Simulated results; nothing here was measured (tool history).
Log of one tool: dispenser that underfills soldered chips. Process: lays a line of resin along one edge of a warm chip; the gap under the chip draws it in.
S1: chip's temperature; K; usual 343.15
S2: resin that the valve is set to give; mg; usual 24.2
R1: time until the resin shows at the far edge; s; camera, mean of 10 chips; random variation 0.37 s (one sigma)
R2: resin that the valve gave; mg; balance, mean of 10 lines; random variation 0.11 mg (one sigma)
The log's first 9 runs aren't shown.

| run | hour | S1 | S2 | R1 | R2 |
|---|---|---|---|---|---|
|  | 62.4 | new syringe of resin |
| 10 | 70.4 | 343.15 | 27 | 31 | 25.12 |
|  | 75.9 | new syringe of resin |
| 11 | 82.1 | 343.15 | 24.2 | 30.7 | 22.33 |
|  | 89.3 | new syringe of resin |
| 12 | 94.8 | 339.15 | 24.2 | 34.2 | 22.09 |
|  | 102.2 | new syringe of resin |
| 13 | 104 | 339.15 | 24.2 | 29.3 | 21.84 |
| 14 | 109.4 | 339.15 | 24.2 | 37.8 | 21.84 |
|  | 115.5 | new syringe of resin |
| 15 | 118.1 | 339.15 | 24.2 | 29.9 | 21.75 |
|  | 128.9 | new syringe of resin |
| 16 | 131 | 343.15 | 23.8 | 25.4 | 21.11 |
| 17 | 136.4 | 343.15 | 23.8 | 31.5 | 20.88 |
|  | 142.6 | new syringe of resin |
| 18 | 142.6 | 336.15 | 23.6 | 31.2 | 20.65 |
|  | 144.7 | dispensing valve cleaned and set on the balance |
| 19 | 155.5 | 340.15 | 24.6 | 44.5 | 24.36 |
|  | 156.8 | new syringe of resin |
| 20 | 161.8 | 340.15 | 24.6 | 31.6 | 24.57 |
|  | 170 | new syringe of resin |
| 21 | 173.6 | 335.15 | 30.9 | 38.1 | 30.29 |
| 22 | 179.6 | 334.15 | 22.5 | 54 | 21.92 |
|  | 183.2 | new syringe of resin |
| 23 | 185.6 | 347.15 | 24.5 | 20.9 | 23.84 |
| 24 | 193.7 | 347.15 | 28 | 30.8 | 26.95 |
|  | 195.9 | new syringe of resin |
| 25 | 202.5 | 347.15 | 28 | 24.9 | 26.88 |
|  | 209.2 | new syringe of resin |
| 26 | 214.4 | 334.15 | 28.1 | 42.9 | 26.61 |
|  | 222.6 | new syringe of resin |
| 27 | 226.5 | 334.15 | 28.1 | 42.2 | 26.52 |
| 28 | 232.4 | 334.15 | 26.4 | 54.9 | 24.74 |
|  | 235.5 | new syringe of resin |
| 29 | 239.9 | 335.15 | 25.3 | 40.7 | 23.63 |
|  | 248.8 | new syringe of resin |
| 30 | 249.1 | 335.15 | 25.3 | 32.8 | 23.45 |
| 31 | 259.8 | 330.15 | 22.7 | 71.4 | 20.88 |
|  | 262.2 | new syringe of resin |
| 32 | 266.5 | 330.15 | 22.7 | 52 | 20.61 |
|  | 275.8 | new syringe of resin |
| 33 | 277 | 330.15 | 22.7 | 46.4 | 20.56 |

Forecast each of these 5 alternatives for the next run:
|  | 288.8 | new syringe of resin |
| A | 289.8 | 343.15 | 29.5 | ? | ? |
|  | 288.8 | new syringe of resin |
| B | 289.8 | 350.15 | 22.7 | ? | ? |
|  | 288.8 | new syringe of resin |
| C | 289.8 | 348.15 | 29.7 | ? | ? |
|  | 288.8 | new syringe of resin |
| D | 289.8 | 350.15 | 26.4 | ? | ? |
|  | 288.8 | new syringe of resin |
| E | 289.8 | 343.15 | 25.7 | ? | ? |

| run | R1 | R2 |
|---|---|---|
| A | 23.9 | 26.39 |
| B | 18.6 | 20.47 |
| C | 19.1 | 26.7 |
| D | 17.3 | 23.72 |
| E | 24.4 | 23.15 |
Without the tool's hidden state the same runs would have given:
| run | R1 | R2 |
|---|---|---|
| A | 21.3 | 29.45 |
| B | 16.4 | 22.83 |
| C | 17.1 | 29.78 |
| D | 15.4 | 26.46 |
| E | 21.7 | 25.82 |
